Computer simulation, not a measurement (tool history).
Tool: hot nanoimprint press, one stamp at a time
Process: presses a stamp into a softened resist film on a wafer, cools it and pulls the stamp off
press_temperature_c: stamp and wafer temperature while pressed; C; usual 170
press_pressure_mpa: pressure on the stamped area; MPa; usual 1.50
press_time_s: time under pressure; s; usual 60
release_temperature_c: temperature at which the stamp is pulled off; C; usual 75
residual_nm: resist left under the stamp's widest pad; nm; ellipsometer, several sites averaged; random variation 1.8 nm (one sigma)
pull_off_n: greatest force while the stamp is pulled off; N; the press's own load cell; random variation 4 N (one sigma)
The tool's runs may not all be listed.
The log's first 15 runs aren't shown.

| run | hour | press_temperature_c | press_pressure_mpa | press_time_s | release_temperature_c | hours of work since the thermocouple was calibrated | imprints on the stamp's release coat | hours of work since the press's seals were changed | residual_nm | pull_off_n |
|---|---|---|---|---|---|---|---|---|---|---|
| 16 | 969.6 | 170 | 1.50 | 60 | 76 | 211 | 1314 | 786 | 294.2 | 188 |
| 17 | 1056.2 | 173 | 1.50 | 60 | 78 | 250 | 1494 | 825 | 248.9 | 184 |
| 18 | 1125.7 | 176 | 1.50 | 31 | 73 | 281 | 1639 | 856 | 268.2 | 204 |
|  | 1137.7 | stamp cleaned and given a new release coat |
| 19 | 1188.2 | 171 | 1.50 | 66 | 74 | 306 | 105 | 882 | 267.9 | 199 |
| 20 | 1234.5 | 170 | 1.50 | 64 | 72 | 327 | 201 | 902 | 290.3 | 204 |
| 21 | 1291.3 | 162 | 1.50 | 64 | 70 | 352 | 319 | 928 | 414.3 | 212 |
| 22 | 1333.4 | 170 | 1.61 | 48 | 75 | 371 | 407 | 947 | 310.1 | 194 |
| 23 | 1420.9 | 166 | 1.50 | 60 | 70 | 410 | 588 | 986 | 359.1 | 213 |
| 24 | 1495.8 | 166 | 1.50 | 60 | 73 | 444 | 744 | 1020 | 362.1 | 204 |
|  | 1515.5 | press's hydraulic seals changed and the load cell set to zero |
| 25 | 1563.9 | 166 | 1.50 | 60 | 73 | 471 | 869 | 22 | 358.7 | 201 |
| 26 | 1604.0 | 165 | 1.50 | 60 | 75 | 489 | 952 | 40 | 375.2 | 198 |
| 27 | 1651.8 | 164 | 1.22 | 61 | 64 | 510 | 1051 | 61 | 403.5 | 235 |
|  | 1678.7 | plate thermocouple calibrated |
| 28 | 1694.4 | 164 | 1.22 | 61 | 64 | 7 | 1133 | 79 | 401.5 | 241 |
| 29 | 1778.8 | 164 | 1.22 | 61 | 64 | 45 | 1309 | 117 | 400.4 | 243 |
| 30 | 1851.5 | 170 | 1.50 | 94 | 75 | 77 | 1460 | 149 | 251.1 | 193 |

4 ways to go on from here, each from the tool as it stands after run 30. What would each give?
| A | 1935.2 | 175 | 1.50 | 60 | 82 | 115 | 1634 | 187 | ? | ? |
| B | 1935.2 | 167 | 1.62 | 60 | 75 | 115 | 1634 | 187 | ? | ? |
| C | 1935.2 | 158 | 1.50 | 39 | 70 | 115 | 1634 | 187 | ? | ? |
| D | 1935.2 | 170 | 1.73 | 74 | 64 | 115 | 1634 | 187 | ? | ? |

| run | residual_nm | pull_off_n |
|---|---|---|
| A | 219.9 | 168 |
| B | 334.7 | 199 |
| C | 470.9 | 219 |
| D | 260.7 | 241 |
Without the tool's hidden state the same runs would have given:
| run | residual_nm | pull_off_n |
|---|---|---|
| A | 219.9 | 166 |
| B | 334.8 | 197 |
| C | 470.9 | 217 |
| D | 260.8 | 238 |
